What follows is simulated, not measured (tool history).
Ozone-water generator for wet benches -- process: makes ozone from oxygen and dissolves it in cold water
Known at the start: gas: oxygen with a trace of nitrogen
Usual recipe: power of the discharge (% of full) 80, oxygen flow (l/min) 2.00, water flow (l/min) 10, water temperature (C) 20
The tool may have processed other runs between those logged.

run,hour,power of the discharge (% of full),oxygen flow (l/min),water flow (l/min),water temperature (C),dissolved ozone (ppm),ozone in the gas ahead of the water (g/m3)
1,0.0,80,2.00,10,20,19.3,270.7
2,38.9,80,2.00,10,20,19.2,270.9
3,75.8,80,2.48,10,20,18.8,234.2
4,99.9,80,2.48,10,20,18.7,234.2
5,119.4,80,2.48,10,20,18.9,235.1
6,156.8,80,2.48,10,20,18.6,236.7
7,179.9,80,2.48,10,20,19.0,233.8
8,212.2,80,2.00,10,12,21.4,277.5
9,232.7,80,2.00,10,12,21.4,274.5
10,272.2,80,2.00,10,12,21.3,276.1
11,295.3,80,2.00,10,12,21.3,277.4
12,327.4,80,2.00,10,12,21.6,276.0
13,346.5,80,2.00,13,20,15.4,279.7
14,388.7,80,3.34,10,20,17.9,191.7
15,423.8,76,2.00,10,20,18.5,267.2
# hour 437.1: gauge calibrated
16,463.0,80,2.00,10,22,18.8,272.4
17,489.6,80,2.44,10,20,18.8,238.0
18,534.5,80,2.44,10,20,18.9,237.0
19,554.2,80,2.44,10,20,18.8,238.2
20,581.5,42,1.09,12,12,11.3,273.3
21,613.6,42,1.09,12,16,11.0,271.8
22,642.7,42,1.09,12,16,11.1,274.5
23,687.6,50,2.03,10,20,14.1,200.1
24,717.1,80,1.67,10,20,19.7,311.0

What does the tool deliver on the next run?
25,752.5,80,1.67,10,23,?,?

Run 25 gave dissolved ozone (ppm) 19.0, ozone in the gas ahead of the water (g/m3) 312.6.
The same run, on a tool lacking any hidden state, would have yielded dissolved ozone (ppm) 19.0, ozone in the gas ahead of the water (g/m3) 306.7.
